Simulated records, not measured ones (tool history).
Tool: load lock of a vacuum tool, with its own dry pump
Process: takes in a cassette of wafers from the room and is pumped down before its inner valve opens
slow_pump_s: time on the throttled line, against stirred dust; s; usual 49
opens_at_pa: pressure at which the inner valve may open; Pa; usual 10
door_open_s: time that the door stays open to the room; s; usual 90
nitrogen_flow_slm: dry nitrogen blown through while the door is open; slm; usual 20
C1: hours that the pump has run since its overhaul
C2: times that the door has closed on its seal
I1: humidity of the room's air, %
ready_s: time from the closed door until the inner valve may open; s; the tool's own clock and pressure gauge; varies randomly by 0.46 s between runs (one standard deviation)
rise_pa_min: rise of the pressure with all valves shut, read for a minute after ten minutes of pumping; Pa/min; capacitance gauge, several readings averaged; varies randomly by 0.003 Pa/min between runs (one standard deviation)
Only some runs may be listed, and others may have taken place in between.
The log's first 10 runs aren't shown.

Run 11, hour 1904: usual settings but door_open_s 33 s; C1 854; C2 23490; I1 46.4. Result: ready_s 99 s, rise_pa_min 0.085 Pa/min.
Run 12, hour 2093.3: usual settings but door_open_s 33 s; C1 1043; C2 24012; I1 43.1. Result: ready_s 99.5 s, rise_pa_min 0.091 Pa/min.
Run 13, hour 2353.3: usual settings; C1 1303; C2 24730; I1 42.2. Result: ready_s 99.9 s, rise_pa_min 0.116 Pa/min.
Run 14, hour 2478.8: usual settings; C1 1429; C2 25076; I1 44.4. Result: ready_s 99.9 s, rise_pa_min 0.122 Pa/min.
Run 15, hour 2695.8: usual settings; C1 1646; C2 25675; I1 47. Result: ready_s 100.4 s, rise_pa_min 0.128 Pa/min.
Run 16, hour 2851.9: usual settings but slow_pump_s 26 s; C1 1802; C2 26106; I1 43.5. Result: ready_s 83.5 s, rise_pa_min 0.121 Pa/min.
Run 17, hour 3102.8: usual settings; C1 2053; C2 26798; I1 45.2. Result: ready_s 99.7 s, rise_pa_min 0.132 Pa/min.
Run 18, hour 3391.1: usual settings but slow_pump_s 30 s, opens_at_pa 15 Pa, door_open_s 68 s, nitrogen_flow_slm 8 slm; C1 2341; C2 27594; I1 47.2. Result: ready_s 83.6 s, rise_pa_min 0.14 Pa/min.
Run 19, hour 3638.5: usual settings but slow_pump_s 67 s, opens_at_pa 11 Pa, door_open_s 80 s, nitrogen_flow_slm 11 slm; C1 2588; C2 28276; I1 44.8. Result: ready_s 112.5 s, rise_pa_min 0.138 Pa/min.
Run 20, hour 3833.3: usual settings but slow_pump_s 29 s, opens_at_pa 19 Pa; C1 2783; C2 28814; I1 44.5. Result: ready_s 81 s, rise_pa_min 0.139 Pa/min.
Run 21, hour 3989.8: usual settings but slow_pump_s 76 s, opens_at_pa 19 Pa; C1 2940; C2 29246; I1 45.3. Result: ready_s 115.3 s, rise_pa_min 0.143 Pa/min.
Run 22, hour 4192.5: usual settings but slow_pump_s 54 s, opens_at_pa 12 Pa; C1 3142; C2 29805; I1 42.7. Result: ready_s 102.6 s, rise_pa_min 0.144 Pa/min.
Run 23, hour 4373: usual settings but slow_pump_s 42 s, opens_at_pa 11 Pa, door_open_s 203 s; C1 3323; C2 30303; I1 45.1. Result: ready_s 94.4 s, rise_pa_min 0.184 Pa/min.
Run 24, hour 4526: usual settings but slow_pump_s 42 s, opens_at_pa 18 Pa, door_open_s 110 s; C1 3476; C2 30726; I1 44.2. Result: ready_s 92.1 s, rise_pa_min 0.16 Pa/min.
Run 25, hour 4712.6: usual settings but slow_pump_s 42 s, opens_at_pa 18 Pa, door_open_s 110 s; C1 3663; C2 31240; I1 43.1. Result: ready_s 90.5 s, rise_pa_min 0.161 Pa/min.
Run 26, hour 4893.6: usual settings but slow_pump_s 26 s, door_open_s 33 s, nitrogen_flow_slm 23 slm; C1 3844; C2 31740; I1 45.4. Result: ready_s 83.8 s, rise_pa_min 0.138 Pa/min.
Run 27, hour 5091.3: usual settings but slow_pump_s 62 s, opens_at_pa 9 Pa; C1 4041; C2 32285; I1 43.9. Result: ready_s 111.4 s, rise_pa_min 0.163 Pa/min.
Run 28, hour 5311.5: usual settings but slow_pump_s 62 s, opens_at_pa 9 Pa; C1 4261; C2 32893; I1 45.9. Result: ready_s 110.7 s, rise_pa_min 0.169 Pa/min.
Run 29, hour 5519.2: usual settings but slow_pump_s 78 s, opens_at_pa 12 Pa; C1 4469; C2 33466; I1 44.8. Result: ready_s 119.6 s, rise_pa_min 0.169 Pa/min.
Run 30, hour 5785.1: usual settings but slow_pump_s 78 s, opens_at_pa 12 Pa; C1 4735; C2 34200; I1 45.9. Result: ready_s 119.1 s, rise_pa_min 0.173 Pa/min.
Run 31, hour 5976: usual settings but slow_pump_s 51 s, opens_at_pa 15 Pa, door_open_s 27 s, nitrogen_flow_slm 7 slm; C1 4926; C2 34727; I1 43.8. Result: ready_s 99.7 s, rise_pa_min 0.162 Pa/min.
Run 32, hour 6258.2: usual settings but slow_pump_s 51 s, opens_at_pa 15 Pa, door_open_s 27 s, nitrogen_flow_slm 7 slm; C1 5208; C2 35506; I1 44.5. Result: ready_s 99.1 s, rise_pa_min 0.162 Pa/min.
Run 33, hour 6537.4: usual settings but slow_pump_s 29 s, opens_at_pa 15 Pa, door_open_s 27 s, nitrogen_flow_slm 7 slm; C1 5487; C2 36276; I1 45.8. Result: ready_s 84.1 s, rise_pa_min 0.171 Pa/min.
Run 34, hour 6677.2: usual settings but opens_at_pa 12 Pa, nitrogen_flow_slm 24 slm; C1 5627; C2 36662; I1 48.5. Result: ready_s 100 s, rise_pa_min 0.199 Pa/min.

Consider 3 possible next runs. They are alternatives, not a sequence: every one starts from the tool as it was left by run 34. What does each give?
Run A, hour 6894.3: usual settings but door_open_s 55 s, nitrogen_flow_slm 13 slm; C1 5844; C2 37261; I1 43.3. Result: ready_s ?, rise_pa_min ?.
Run B, hour 6894.3: usual settings but slow_pump_s 29 s; C1 5844; C2 37261; I1 44.9. Result: ready_s ?, rise_pa_min ?.
Run C, hour 6894.3: usual settings but slow_pump_s 47 s, door_open_s 31 s; C1 5844; C2 37261; I1 47.3. Result: ready_s ?, rise_pa_min ?.

run  ready_s  rise_pa_min
  A    101.2        0.192
  B     87.7        0.203
  C     99.9        0.174
Without the tool's unlogged condition, the same runs would have read:
run  ready_s  rise_pa_min
  A     98.6        0.034
  B     84.9        0.046
  C     97.3        0.014
